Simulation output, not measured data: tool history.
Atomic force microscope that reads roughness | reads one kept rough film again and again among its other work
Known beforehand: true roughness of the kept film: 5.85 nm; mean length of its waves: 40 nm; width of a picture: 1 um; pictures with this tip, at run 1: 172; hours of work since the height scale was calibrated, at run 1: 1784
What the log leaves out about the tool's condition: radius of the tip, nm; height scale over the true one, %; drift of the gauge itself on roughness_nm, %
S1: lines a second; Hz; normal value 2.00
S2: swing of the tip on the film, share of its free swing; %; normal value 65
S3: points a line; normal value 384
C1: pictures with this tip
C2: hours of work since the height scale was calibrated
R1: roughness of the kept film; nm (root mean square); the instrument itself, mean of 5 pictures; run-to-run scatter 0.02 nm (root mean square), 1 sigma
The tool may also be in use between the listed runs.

| run | day | S1 | S2 | S3 | C1 | C2 | R1 |
|---|---|---|---|---|---|---|---|
| 1 | 0.000 | 2.00 | 65 | 384 | 172 | 1784 | 4.039 |
|  | 1.004 | new tip fitted |
| 2 | 2.196 | 2.00 | 65 | 384 | 69 | 1821 | 4.547 |
| 3 | 3.300 | 2.00 | 65 | 384 | 133 | 1839 | 4.297 |
|  | 5.117 | new tip fitted |
| 4 | 6.025 | 2.00 | 65 | 384 | 53 | 1885 | 4.631 |
| 5 | 7.950 | 2.00 | 65 | 384 | 164 | 1917 | 4.122 |
|  | 9.175 | new tip fitted |
| 6 | 9.617 | 2.00 | 65 | 384 | 25 | 1945 | 4.761 |
| 7 | 11.212 | 2.00 | 65 | 384 | 117 | 1972 | 4.340 |
|  | 13.196 | new tip fitted |
| 8 | 13.408 | 2.00 | 65 | 384 | 12 | 2009 | 4.888 |
| 9 | 14.692 | 2.00 | 65 | 384 | 86 | 2031 | 4.511 |
| 10 | 16.717 | 2.00 | 65 | 384 | 203 | 2065 | 4.015 |
|  | 17.333 | new tip fitted |
| 11 | 18.604 | 2.00 | 65 | 384 | 74 | 2096 | 4.575 |
| 12 | 20.738 | 2.00 | 65 | 575 | 197 | 2132 | 4.066 |
|  | 21.425 | new tip fitted |
| 13 | 23.117 | 2.00 | 65 | 384 | 98 | 2172 | 4.446 |
|  | 25.392 | new tip fitted |
| 14 | 25.438 | 2.00 | 65 | 384 | 3 | 2211 | 4.920 |
| 15 | 26.958 | 2.00 | 65 | 384 | 91 | 2237 | 4.469 |
|  | 29.471 | new tip fitted |
| 16 | 29.471 | 2.00 | 65 | 384 | 0 | 2279 | 4.969 |
| 17 | 31.275 | 2.00 | 65 | 384 | 105 | 2309 | 4.406 |
| 18 | 32.458 | 2.00 | 65 | 384 | 173 | 2329 | 4.101 |
|  | 33.471 | new tip fitted |
| 19 | 35.158 | 2.00 | 65 | 384 | 98 | 2374 | 4.423 |
| 20 | 36.546 | 2.00 | 65 | 384 | 178 | 2398 | 4.113 |
|  | 37.425 | new tip fitted |
| 21 | 38.138 | 2.00 | 81 | 384 | 40 | 2424 | 4.243 |
| 22 | 40.446 | 2.00 | 81 | 384 | 174 | 2463 | 3.652 |
|  | 41.475 | new tip fitted |
| 23 | 42.512 | 2.00 | 81 | 384 | 60 | 2498 | 4.120 |
| 24 | 44.967 | 2.00 | 81 | 410 | 202 | 2539 | 3.569 |
|  | 45.642 | new tip fitted |
|  | 47.446 | height scale calibrated on a step standard |
| 25 | 47.571 | 2.00 | 81 | 410 | 108 | 2 | 3.935 |
|  | 49.725 | new tip fitted |
| 26 | 49.729 | 2.00 | 81 | 410 | 0 | 38 | 4.380 |
| 27 | 52.225 | 1.64 | 73 | 287 | 144 | 80 | 4.046 |
| 28 | 53.617 | 1.40 | 77 | 883 | 224 | 104 | 3.744 |
|  | 53.838 | new tip fitted |
| 29 | 54.971 | 3.03 | 70 | 883 | 65 | 126 | 4.238 |
| 30 | 56.342 | 2.00 | 84 | 630 | 145 | 150 | 3.681 |
|  | 57.875 | new tip fitted |
| 31 | 57.983 | 2.00 | 84 | 630 | 6 | 177 | 4.243 |
| 32 | 59.542 | 2.00 | 84 | 630 | 96 | 203 | 3.857 |
| 33 | 61.000 | 2.00 | 87 | 384 | 180 | 228 | 3.427 |
|  | 62.012 | new tip fitted |
| 34 | 62.529 | 1.20 | 87 | 706 | 29 | 253 | 4.402 |
| 35 | 63.917 | 0.61 | 87 | 706 | 110 | 277 | 4.323 |
|  | 66.058 | new tip fitted |
| 36 | 66.567 | 1.97 | 83 | 973 | 29 | 321 | 4.225 |
| 37 | 68.542 | 2.00 | 56 | 767 | 144 | 354 | 4.338 |
|  | 70.021 | new tip fitted |
| 38 | 70.021 | 2.00 | 56 | 348 | 0 | 379 | 5.056 |
| 39 | 71.754 | 2.13 | 61 | 751 | 100 | 408 | 4.446 |
|  | 73.975 | new tip fitted |
| 40 | 74.408 | 0.88 | 65 | 384 | 25 | 453 | 4.970 |
| 41 | 77.054 | 0.88 | 65 | 384 | 178 | 498 | 4.242 |
|  | 78.050 | new tip fitted |
| 42 | 78.908 | 0.61 | 65 | 384 | 49 | 528 | 4.890 |
| 43 | 80.842 | 0.61 | 65 | 384 | 161 | 561 | 4.358 |
|  | 82.088 | new tip fitted |
| 44 | 82.967 | 3.80 | 65 | 384 | 51 | 597 | 4.287 |
| 45 | 84.108 | 3.52 | 70 | 564 | 117 | 616 | 3.865 |
| 46 | 85.721 | 1.00 | 63 | 762 | 210 | 643 | 4.121 |
|  | 86.183 | new tip fitted |
| 47 | 88.312 | 1.00 | 63 | 762 | 123 | 687 | 4.483 |
|  | 90.162 | new tip fitted |
| 48 | 90.533 | 2.63 | 63 | 762 | 21 | 724 | 4.694 |
| 49 | 93.121 | 2.63 | 63 | 762 | 171 | 767 | 4.061 |
|  | 94.304 | new tip fitted |
| 50 | 95.554 | 1.79 | 65 | 401 | 72 | 808 | 4.570 |

Below are 3 alternative next runs, each starting from the tool's condition after run 50. Predict each:
| A | 97.654 | 0.57 | 65 | 804 | 193 | 844 | ? |
| B | 97.654 | 3.88 | 56 | 348 | 193 | 844 | ? |
| C | 97.654 | 2.44 | 84 | 270 | 193 | 844 | ? |

| run | R1 |
|---|---|
| A | 4.273 |
| B | 3.997 |
| C | 3.361 |
Without the tool's hidden state the same runs would have given:
| run | R1 |
|---|---|
| A | 5.165 |
| B | 4.831 |
| C | 4.061 |
